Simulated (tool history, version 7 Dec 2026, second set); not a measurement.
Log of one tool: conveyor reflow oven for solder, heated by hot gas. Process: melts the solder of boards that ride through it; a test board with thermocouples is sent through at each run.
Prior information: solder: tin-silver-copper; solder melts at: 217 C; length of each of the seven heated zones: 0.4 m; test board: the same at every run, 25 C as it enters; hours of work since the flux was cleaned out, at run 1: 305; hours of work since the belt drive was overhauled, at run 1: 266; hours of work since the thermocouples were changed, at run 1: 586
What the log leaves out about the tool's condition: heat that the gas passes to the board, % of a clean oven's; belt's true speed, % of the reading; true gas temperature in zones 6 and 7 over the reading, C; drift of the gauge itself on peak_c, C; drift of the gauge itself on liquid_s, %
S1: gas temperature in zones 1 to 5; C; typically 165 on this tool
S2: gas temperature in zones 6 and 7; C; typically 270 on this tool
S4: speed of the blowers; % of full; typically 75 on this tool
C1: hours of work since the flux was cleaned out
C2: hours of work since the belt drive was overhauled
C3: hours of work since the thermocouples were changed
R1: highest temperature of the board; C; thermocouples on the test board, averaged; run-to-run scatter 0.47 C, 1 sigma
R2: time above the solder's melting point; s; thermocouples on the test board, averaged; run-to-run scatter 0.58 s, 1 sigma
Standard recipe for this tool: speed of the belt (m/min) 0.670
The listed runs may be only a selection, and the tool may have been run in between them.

run 1 hour=0.0 | S1=165 S2=270 speed_of_the_belt_(m/min)=0.670 S4=75 | C1=305 C2=266 C3=586 | R1=245.6 R2=43.3
run 2 hour=10.7 | S1=165 S2=270 speed_of_the_belt_(m/min)=0.670 S4=75 | C1=311 C2=273 C3=593 | R1=245.4 R2=42.7
run 3 hour=19.5 | S1=165 S2=270 speed_of_the_belt_(m/min)=0.670 S4=75 | C1=317 C2=278 C3=598 | R1=245.2 R2=43.8
run 4 hour=25.7 | S1=165 S2=270 speed_of_the_belt_(m/min)=0.670 S4=70 | C1=321 C2=282 C3=602 | R1=244.5 R2=41.8
run 5 hour=36.0 | S1=173 S2=270 speed_of_the_belt_(m/min)=0.670 S4=75 | C1=327 C2=289 C3=609 | R1=247.2 R2=48.3
run 6 hour=43.0 | S1=173 S2=270 speed_of_the_belt_(m/min)=0.670 S4=75 | C1=331 C2=293 C3=613 | R1=246.8 R2=47.4
run 7 hour=49.1 | S1=165 S2=270 speed_of_the_belt_(m/min)=0.670 S4=58 | C1=335 C2=297 C3=617 | R1=240.7 R2=38.7
run 8 hour=54.9 | S1=165 S2=270 speed_of_the_belt_(m/min)=0.670 S4=58 | C1=339 C2=300 C3=621 | R1=240.8 R2=38.4
run 9 hour=62.0 | S1=165 S2=270 speed_of_the_belt_(m/min)=0.670 S4=58 | C1=343 C2=305 C3=625 | R1=241.5 R2=38.0
run 10 hour=67.4 | S1=165 S2=270 speed_of_the_belt_(m/min)=0.670 S4=75 | C1=347 C2=308 C3=628 | R1=244.8 R2=43.8
run 11 hour=76.5 | S1=165 S2=275 speed_of_the_belt_(m/min)=0.749 S4=58 | C1=352 C2=314 C3=634 | R1=238.4 R2=31.8
run 12 hour=87.3 | S1=165 S2=270 speed_of_the_belt_(m/min)=0.580 S4=77 | C1=359 C2=321 C3=641 | R1=250.7 R2=56.6
run 13 hour=98.7 | S1=160 S2=284 speed_of_the_belt_(m/min)=0.670 S4=75 | C1=366 C2=328 C3=648 | R1=255.2 R2=49.4
run 14 hour=104.8 | S1=160 S2=258 speed_of_the_belt_(m/min)=0.674 S4=53 | C1=370 C2=332 C3=652 | R1=227.9 R2=21.1
run 15 hour=116.1 | S1=176 S2=276 speed_of_the_belt_(m/min)=0.696 S4=75 | C1=377 C2=339 C3=659 | R1=250.4 R2=49.6
run 16 hour=123.0 | S1=165 S2=270 speed_of_the_belt_(m/min)=0.612 S4=88 | C1=381 C2=343 C3=663 | R1=251.1 R2=52.6
run 17 hour=128.5 | S1=165 S2=266 speed_of_the_belt_(m/min)=0.730 S4=75 | C1=385 C2=346 C3=667 | R1=238.2 R2=31.7
run 18 hour=139.8 | S1=165 S2=266 speed_of_the_belt_(m/min)=0.730 S4=75 | C1=392 C2=353 C3=674 | R1=236.9 R2=32.0
run 19 hour=147.7 | S1=165 S2=266 speed_of_the_belt_(m/min)=0.730 S4=75 | C1=397 C2=358 C3=678 | R1=237.6 R2=31.0

Branching from run 19: 3 alternative next runs. What would each branch give?
run A hour=156.1 | S1=165 S2=266 speed_of_the_belt_(m/min)=0.584 S4=75 | C1=402 C2=364 C3=684 | R1=? R2=?
run B hour=156.1 | S1=168 S2=261 speed_of_the_belt_(m/min)=0.670 S4=75 | C1=402 C2=364 C3=684 | R1=? R2=?
run C hour=156.1 | S1=165 S2=283 speed_of_the_belt_(m/min)=0.588 S4=75 | C1=402 C2=364 C3=684 | R1=? R2=?

run=A R1=246.3 R2=52.5
run=B R1=237.4 R2=37.4
run=C R1=261.1 R2=61.1
What these runs would have given with no unlogged condition in the tool:
run=A R1=250.0 R2=56.9
run=B R1=241.6 R2=43.0
run=C R1=265.4 R2=64.2

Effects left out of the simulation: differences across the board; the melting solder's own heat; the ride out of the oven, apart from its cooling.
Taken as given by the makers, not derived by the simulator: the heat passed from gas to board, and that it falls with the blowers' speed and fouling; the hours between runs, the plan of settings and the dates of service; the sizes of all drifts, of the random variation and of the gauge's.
